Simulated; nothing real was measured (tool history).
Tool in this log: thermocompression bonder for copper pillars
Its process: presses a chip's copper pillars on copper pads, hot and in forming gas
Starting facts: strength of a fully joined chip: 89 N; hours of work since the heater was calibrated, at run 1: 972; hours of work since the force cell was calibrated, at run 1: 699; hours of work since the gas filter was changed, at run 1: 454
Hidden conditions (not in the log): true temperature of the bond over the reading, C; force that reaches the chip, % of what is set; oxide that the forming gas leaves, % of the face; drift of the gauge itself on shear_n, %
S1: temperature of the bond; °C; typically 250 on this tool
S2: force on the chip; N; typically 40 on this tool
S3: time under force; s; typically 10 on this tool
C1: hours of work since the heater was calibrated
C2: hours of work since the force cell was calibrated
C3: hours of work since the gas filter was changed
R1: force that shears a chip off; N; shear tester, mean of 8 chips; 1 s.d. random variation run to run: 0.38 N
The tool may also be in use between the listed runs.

run 1 hour=0.0 | S1=250 S2=40 S3=10 | C1=972 C2=699 C3=454 | R1=37.0
-- hour=32.8 forming gas filter changed
run 2 hour=51.2 | S1=250 S2=40 S3=10 | C1=1000 C2=728 C3=10 | R1=43.3
run 3 hour=91.2 | S1=250 S2=40 S3=10 | C1=1022 C2=750 C3=33 | R1=42.2
run 4 hour=144.5 | S1=250 S2=40 S3=23 | C1=1052 C2=780 C3=62 | R1=55.3
run 5 hour=193.9 | S1=250 S2=40 S3=23 | C1=1079 C2=807 C3=90 | R1=54.8
-- hour=221.4 force cell calibrated
run 6 hour=223.8 | S1=250 S2=40 S3=23 | C1=1095 C2=1 C3=105 | R1=51.9
run 7 hour=264.6 | S1=250 S2=40 S3=23 | C1=1118 C2=24 C3=128 | R1=51.7
run 8 hour=307.1 | S1=250 S2=40 S3=23 | C1=1142 C2=48 C3=152 | R1=51.9
run 9 hour=347.8 | S1=250 S2=40 S3=23 | C1=1164 C2=70 C3=175 | R1=51.7
run 10 hour=370.1 | S1=250 S2=38 S3=23 | C1=1177 C2=83 C3=187 | R1=48.4
run 11 hour=404.5 | S1=250 S2=38 S3=23 | C1=1196 C2=102 C3=206 | R1=49.4
run 12 hour=430.0 | S1=250 S2=38 S3=23 | C1=1210 C2=116 C3=220 | R1=47.8
run 13 hour=463.9 | S1=250 S2=38 S3=23 | C1=1229 C2=135 C3=239 | R1=49.5
run 14 hour=510.2 | S1=250 S2=38 S3=23 | C1=1255 C2=161 C3=265 | R1=48.6
run 15 hour=562.7 | S1=250 S2=38 S3=23 | C1=1284 C2=190 C3=294 | R1=48.1
run 16 hour=585.7 | S1=250 S2=38 S3=23 | C1=1297 C2=203 C3=307 | R1=48.1
run 17 hour=616.8 | S1=250 S2=40 S3=10 | C1=1314 C2=220 C3=324 | R1=38.8
run 18 hour=649.8 | S1=250 S2=40 S3=15 | C1=1332 C2=239 C3=343 | R1=44.0
run 19 hour=701.2 | S1=250 S2=40 S3=15 | C1=1361 C2=267 C3=371 | R1=43.8
run 20 hour=754.5 | S1=250 S2=40 S3=15 | C1=1391 C2=297 C3=401 | R1=44.5
-- hour=768.5 heater calibrated with a thermocouple chip
run 21 hour=790.6 | S1=242 S2=40 S3=10 | C1=12 C2=316 C3=420 | R1=30.7
run 22 hour=818.0 | S1=228 S2=35 S3=8 | C1=28 C2=331 C3=435 | R1=18.5
run 23 hour=868.0 | S1=228 S2=35 S3=8 | C1=55 C2=359 C3=463 | R1=18.9
-- hour=884.2 forming gas filter changed
run 24 hour=906.5 | S1=228 S2=38 S3=8 | C1=77 C2=380 C3=12 | R1=23.2
run 25 hour=954.2 | S1=265 S2=32 S3=11 | C1=103 C2=407 C3=39 | R1=37.6
run 26 hour=990.1 | S1=263 S2=24 S3=10 | C1=123 C2=427 C3=59 | R1=25.9
run 27 hour=1036.4 | S1=272 S2=33 S3=10 | C1=149 C2=452 C3=85 | R1=40.5
run 28 hour=1070.6 | S1=257 S2=39 S3=7 | C1=168 C2=471 C3=104 | R1=36.1
run 29 hour=1110.1 | S1=275 S2=40 S3=7 | C1=190 C2=493 C3=126 | R1=45.3
run 30 hour=1139.3 | S1=259 S2=37 S3=12 | C1=206 C2=510 C3=142 | R1=41.6
run 31 hour=1187.3 | S1=250 S2=40 S3=5 | C1=233 C2=536 C3=169 | R1=28.8
run 32 hour=1228.1 | S1=250 S2=40 S3=5 | C1=256 C2=559 C3=191 | R1=28.8
run 33 hour=1265.2 | S1=268 S2=50 S3=10 | C1=276 C2=580 C3=212 | R1=56.2
run 34 hour=1318.3 | S1=268 S2=50 S3=10 | C1=306 C2=609 C3=242 | R1=56.2
run 35 hour=1343.1 | S1=268 S2=50 S3=10 | C1=320 C2=623 C3=256 | R1=56.3
run 36 hour=1395.7 | S1=225 S2=40 S3=13 | C1=349 C2=652 C3=285 | R1=28.5
run 37 hour=1449.1 | S1=225 S2=40 S3=13 | C1=379 C2=682 C3=315 | R1=29.3
run 38 hour=1498.2 | S1=250 S2=49 S3=6 | C1=406 C2=709 C3=342 | R1=37.6
run 39 hour=1550.6 | S1=250 S2=32 S3=16 | C1=435 C2=739 C3=371 | R1=35.0

Difference, measured minus no-hidden-state, one row per run. Run-to-run variation is common to both terms; the gauge's own scatter need not be:
run=1 R1=+0.6
run=2 R1=+5.6
run=3 R1=+5.4
run=4 R1=+5.9
run=5 R1=+5.7
run=6 R1=+2.4
run=7 R1=+2.3
run=8 R1=+2.1
run=9 R1=+2.0
run=10 R1=+1.9
run=11 R1=+1.9
run=12 R1=+1.8
run=13 R1=+1.7
run=14 R1=+1.6
run=15 R1=+1.4
run=16 R1=+1.3
run=17 R1=+1.6
run=18 R1=+1.3
run=19 R1=+1.2
run=20 R1=+1.0
run=21 R1=-2.4
run=22 R1=-1.5
run=23 R1=-1.4
run=24 R1=+1.0
run=25 R1=+1.3
run=26 R1=+0.9
run=27 R1=+1.2
run=28 R1=+1.0
run=29 R1=+1.0
run=30 R1=+1.0
run=31 R1=+0.9
run=32 R1=+0.8
run=33 R1=+0.1
run=34 R1=-0.1
run=35 R1=-0.2
run=36 R1=+0.7
run=37 R1=+0.6
run=38 R1=+0.3
run=39 R1=+0.3

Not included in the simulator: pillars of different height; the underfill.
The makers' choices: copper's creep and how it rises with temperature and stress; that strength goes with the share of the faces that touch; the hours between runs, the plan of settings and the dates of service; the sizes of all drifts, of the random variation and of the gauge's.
